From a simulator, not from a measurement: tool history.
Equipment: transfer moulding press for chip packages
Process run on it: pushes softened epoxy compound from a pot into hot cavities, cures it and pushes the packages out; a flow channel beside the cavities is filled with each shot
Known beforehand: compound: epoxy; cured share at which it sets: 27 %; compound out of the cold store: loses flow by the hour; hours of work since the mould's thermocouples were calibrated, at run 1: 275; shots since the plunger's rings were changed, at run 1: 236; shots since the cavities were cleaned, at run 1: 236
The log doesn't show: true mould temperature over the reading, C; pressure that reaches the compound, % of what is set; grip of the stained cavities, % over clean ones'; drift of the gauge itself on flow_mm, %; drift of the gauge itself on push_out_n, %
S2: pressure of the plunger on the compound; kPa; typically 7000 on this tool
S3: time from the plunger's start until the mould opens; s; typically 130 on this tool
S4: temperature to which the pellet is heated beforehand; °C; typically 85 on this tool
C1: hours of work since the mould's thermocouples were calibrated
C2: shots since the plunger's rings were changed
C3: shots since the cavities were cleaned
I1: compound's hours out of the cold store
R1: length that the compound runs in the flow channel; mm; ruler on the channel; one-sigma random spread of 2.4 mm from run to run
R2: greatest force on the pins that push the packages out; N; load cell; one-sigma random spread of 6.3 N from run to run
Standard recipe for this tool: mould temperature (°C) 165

{"run": 1, "hour": 0.0, "mould temperature (°C)": 165, "S2": 7000, "S3": 130, "S4": 85, "C1": 275, "C2": 236, "C3": 236, "I1": 37.9, "R1": 767, "R2": 339}
{"hour": 48.4, "done": "cavities cleaned with cleaning compound and waxed"}
{"run": 2, "hour": 79.8, "mould temperature (°C)": 165, "S2": 7000, "S3": 130, "S4": 85, "C1": 327, "C2": 989, "C3": 302, "I1": 20.4, "R1": 853, "R2": 350}
{"hour": 120.6, "done": "cavities cleaned with cleaning compound and waxed"}
{"run": 3, "hour": 143.2, "mould temperature (°C)": 165, "S2": 7000, "S3": 130, "S4": 85, "C1": 368, "C2": 1583, "C3": 217, "I1": 22.6, "R1": 834, "R2": 327}
{"hour": 192.7, "done": "cavities cleaned with cleaning compound and waxed"}
{"run": 4, "hour": 204.2, "mould temperature (°C)": 165, "S2": 6340, "S3": 130, "S4": 85, "C1": 407, "C2": 2154, "C3": 110, "I1": 33.5, "R1": 724, "R2": 292}
{"run": 5, "hour": 254.0, "mould temperature (°C)": 165, "S2": 6340, "S3": 130, "S4": 85, "C1": 440, "C2": 2632, "C3": 588, "I1": 27.9, "R1": 746, "R2": 392}
{"hour": 263.0, "done": "cavities cleaned with cleaning compound and waxed"}
{"hour": 291.0, "done": "plunger's sealing rings changed"}
{"run": 6, "hour": 328.8, "mould temperature (°C)": 165, "S2": 6340, "S3": 130, "S4": 85, "C1": 487, "C2": 362, "C3": 607, "I1": 42.4, "R1": 709, "R2": 393}
{"hour": 337.6, "done": "cavities cleaned with cleaning compound and waxed"}
{"run": 7, "hour": 372.2, "mould temperature (°C)": 165, "S2": 7150, "S3": 130, "S4": 92, "C1": 515, "C2": 766, "C3": 333, "I1": 40.9, "R1": 748, "R2": 334}
{"hour": 413.4, "done": "cavities cleaned with cleaning compound and waxed"}
{"run": 8, "hour": 424.6, "mould temperature (°C)": 165, "S2": 7000, "S3": 147, "S4": 85, "C1": 549, "C2": 1254, "C3": 107, "I1": 17.4, "R1": 864, "R2": 262}
{"run": 9, "hour": 478.5, "mould temperature (°C)": 165, "S2": 7000, "S3": 147, "S4": 85, "C1": 584, "C2": 1772, "C3": 625, "I1": 10.9, "R1": 905, "R2": 376}
{"hour": 484.6, "done": "cavities cleaned with cleaning compound and waxed"}
{"run": 10, "hour": 534.3, "mould temperature (°C)": 171, "S2": 8560, "S3": 130, "S4": 85, "C1": 621, "C2": 2293, "C3": 477, "I1": 30.2, "R1": 837, "R2": 298}
{"hour": 558.7, "done": "cavities cleaned with cleaning compound and waxed"}
{"run": 11, "hour": 570.2, "mould temperature (°C)": 163, "S2": 7730, "S3": 169, "S4": 78, "C1": 643, "C2": 2624, "C3": 111, "I1": 37.2, "R1": 785, "R2": 251}
{"hour": 608.2, "done": "plunger's sealing rings changed"}
{"hour": 632.4, "done": "cavities cleaned with cleaning compound and waxed"}
{"run": 12, "hour": 639.7, "mould temperature (°C)": 170, "S2": 6050, "S3": 167, "S4": 83, "C1": 687, "C2": 288, "C3": 70, "I1": 39.7, "R1": 685, "R2": 214}

4 options for the next run, each taken on its own from the tool as it stands now. Forecast them:
{"hour": 708.0, "done": "cavities cleaned with cleaning compound and waxed"}
{"run": "A", "hour": 709.1, "mould temperature (°C)": 160, "S2": 5400, "S3": 130, "S4": 85, "C1": 732, "C2": 940, "C3": 10, "I1": 39.1, "R1": "?", "R2": "?"}
{"hour": 708.0, "done": "cavities cleaned with cleaning compound and waxed"}
{"run": "B", "hour": 709.1, "mould temperature (°C)": 170, "S2": 7990, "S3": 167, "S4": 91, "C1": 732, "C2": 940, "C3": 10, "I1": 32.1, "R1": "?", "R2": "?"}
{"hour": 708.0, "done": "cavities cleaned with cleaning compound and waxed"}
{"run": "C", "hour": 709.1, "mould temperature (°C)": 168, "S2": 5370, "S3": 130, "S4": 79, "C1": 732, "C2": 940, "C3": 10, "I1": 20.1, "R1": "?", "R2": "?"}
{"hour": 708.0, "done": "cavities cleaned with cleaning compound and waxed"}
{"run": "D", "hour": 709.1, "mould temperature (°C)": 165, "S2": 5270, "S3": 130, "S4": 85, "C1": 732, "C2": 940, "C3": 10, "I1": 43.6, "R1": "?", "R2": "?"}

run=A R1=673 R2=306
run=B R1=819 R2=200
run=C R1=736 R2=225
run=D R1=630 R2=227
Take away the tool's hidden state, keep each run's random variation, and the runs would have read:
run=A R1=689 R2=311
run=B R1=838 R2=192
run=C R1=754 R2=221
run=D R1=645 R2=226
